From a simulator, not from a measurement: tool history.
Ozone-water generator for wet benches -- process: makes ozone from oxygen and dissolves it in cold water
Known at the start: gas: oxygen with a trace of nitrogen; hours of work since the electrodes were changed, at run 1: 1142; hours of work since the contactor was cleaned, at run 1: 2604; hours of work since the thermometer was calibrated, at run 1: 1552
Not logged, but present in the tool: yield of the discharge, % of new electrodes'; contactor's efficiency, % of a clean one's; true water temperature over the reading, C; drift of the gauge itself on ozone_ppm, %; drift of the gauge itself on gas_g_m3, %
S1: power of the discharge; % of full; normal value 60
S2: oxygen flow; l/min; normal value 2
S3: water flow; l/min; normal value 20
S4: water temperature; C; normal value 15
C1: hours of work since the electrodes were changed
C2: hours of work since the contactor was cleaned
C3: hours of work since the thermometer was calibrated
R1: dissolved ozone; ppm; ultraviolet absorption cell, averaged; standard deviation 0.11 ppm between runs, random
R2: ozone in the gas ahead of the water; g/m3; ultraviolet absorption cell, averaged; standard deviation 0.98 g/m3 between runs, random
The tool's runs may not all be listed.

| run | day | S1 | S2 | S3 | S4 | C1 | C2 | C3 | R1 | R2 |
|---|---|---|---|---|---|---|---|---|---|---|
| 1 | 0 | 60 | 2 | 20 | 15 | 1142 | 2604 | 1552 | 8.7 | 166.4 |
| 2 | 1.229 | 60 | 2 | 20 | 15 | 1165 | 2626 | 1574 | 8.7 | 162.1 |
| 3 | 3.308 | 60 | 2 | 20 | 15 | 1203 | 2664 | 1612 | 8.9 | 163.7 |
| 4 | 4.562 | 60 | 2 | 20 | 15 | 1226 | 2687 | 1635 | 8.8 | 162.5 |
| 5 | 5.529 | 60 | 2 | 20 | 15 | 1244 | 2705 | 1653 | 8.9 | 162.8 |
| 6 | 7.875 | 85 | 2 | 20 | 15 | 1287 | 2748 | 1696 | 11.4 | 211.2 |
| 7 | 8.9 | 60 | 2 | 20 | 15 | 1306 | 2767 | 1715 | 8.7 | 165.4 |
| 8 | 11.112 | 60 | 2 | 20 | 15 | 1347 | 2808 | 1756 | 8.9 | 164 |
| 9 | 13 | 60 | 2 | 20 | 15 | 1381 | 2843 | 1791 | 8.7 | 163.9 |
| 10 | 14.675 | 60 | 2 | 20 | 15 | 1412 | 2873 | 1821 | 8.7 | 163.6 |
| 11 | 16.867 | 60 | 2 | 20 | 15 | 1452 | 2914 | 1862 | 8.5 | 164.6 |
| 12 | 17.871 | 60 | 2 | 20 | 15 | 1471 | 2932 | 1880 | 8.7 | 164.6 |
| 13 | 19.971 | 87 | 2 | 20 | 8 | 1509 | 2971 | 1919 | 11.9 | 214.5 |
|  | 20.292 | contactor cleaned |
| 14 | 21.642 | 87 | 2 | 20 | 8 | 1537 | 25 | 1946 | 12 | 215 |
| 15 | 22.8 | 87 | 2 | 20 | 8 | 1558 | 46 | 1968 | 12.1 | 214.7 |
| 16 | 24.742 | 60 | 2 | 12 | 15 | 1594 | 82 | 2003 | 14.8 | 162.3 |
|  | 25.662 | contactor cleaned, once more |
| 17 | 27.271 | 49 | 2.65 | 20 | 17 | 1637 | 30 | 2047 | 7.7 | 116.1 |
| 18 | 28.758 | 92 | 2.65 | 13 | 11 | 1665 | 57 | 2074 | 20.2 | 184.3 |

5 ways to go on from here, each from the tool as it stands after run 18. What would each give?
| A | 30.304 | 62 | 2.65 | 20 | 11 | 1693 | 85 | 2102 | ? | ? |
| B | 30.304 | 67 | 2 | 24 | 15 | 1693 | 85 | 2102 | ? | ? |
| C | 30.304 | 51 | 1.96 | 19 | 15 | 1693 | 85 | 2102 | ? | ? |
| D | 30.304 | 91 | 2.65 | 13 | 11 | 1693 | 85 | 2102 | ? | ? |
| E | 30.304 | 60 | 2.2 | 27 | 15 | 1693 | 85 | 2102 | ? | ? |

| run | R1 | R2 |
|---|---|---|
| A | 9.6 | 139.1 |
| B | 7.9 | 174.6 |
| C | 8.5 | 146.8 |
| D | 20.1 | 183.7 |
| E | 6.2 | 154.2 |
With the hidden condition removed and each run's random variation left untouched, the same runs would have given:
| run | R1 | R2 |
|---|---|---|
| A | 9.9 | 142.9 |
| B | 8.1 | 179.8 |
| C | 8.8 | 150.2 |
| D | 20.9 | 190.5 |
| E | 6.4 | 158.4 |
